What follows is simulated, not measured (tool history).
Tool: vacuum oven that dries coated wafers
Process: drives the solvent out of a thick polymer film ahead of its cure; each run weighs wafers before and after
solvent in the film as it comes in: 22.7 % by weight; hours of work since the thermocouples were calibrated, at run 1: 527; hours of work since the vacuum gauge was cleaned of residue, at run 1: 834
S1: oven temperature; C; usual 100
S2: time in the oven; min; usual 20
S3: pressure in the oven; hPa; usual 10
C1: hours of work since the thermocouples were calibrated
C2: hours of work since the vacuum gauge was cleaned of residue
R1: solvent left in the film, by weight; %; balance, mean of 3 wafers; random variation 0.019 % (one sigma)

run,hour,S1,S2,S3,C1,C2,R1
1,0,100,20,10,527,834,3.5
2,16,100,20,10,538,844,3.48
3,39.9,100,20,10,554,860,3.49
4,55.8,100,20,5.3,564,871,3.12
5,85.8,91,20,10,584,891,6.5
6,104.7,100,20,10,597,903,3.47
7,132.3,104,20,10,615,922,2.45
8,148.6,100,20,10,626,932,3.44
9,177.1,100,20,10,645,951,3.48
10,205.6,100,20,10,664,970,3.44
11,226.2,113,24,11.1,678,984,0.95
12,257.4,113,24,11.1,698,1005,0.92
13,287.1,98,18,11.1,718,1025,4.65
14,317.2,108,16,11.1,738,1045,2.42
15,344.6,108,16,11.1,756,1063,2.43
16,367.9,108,16,11.1,772,1078,2.44
17,388.4,108,16,11.1,786,1092,2.44
18,414.2,87,22,7.2,803,1109,7.07
# hour 438.1: oven's thermocouples calibrated
19,447.4,85,17,10,6,1130,10.61

4 ways to go on from here, each from the tool as it stands after run 19. What would each give?
A,461.3,100,20,17.3,15,1139,?
B,461.3,100,19,10,15,1139,?
C,461.3,108,20,7,15,1139,?
D,461.3,114,22,10,15,1139,?

run,R1
A,4.65
B,4.35
C,1.89
D,1.08
Without the tool's hidden state the same runs would have given:
run,R1
A,4.26
B,3.97
C,1.59
D,0.84
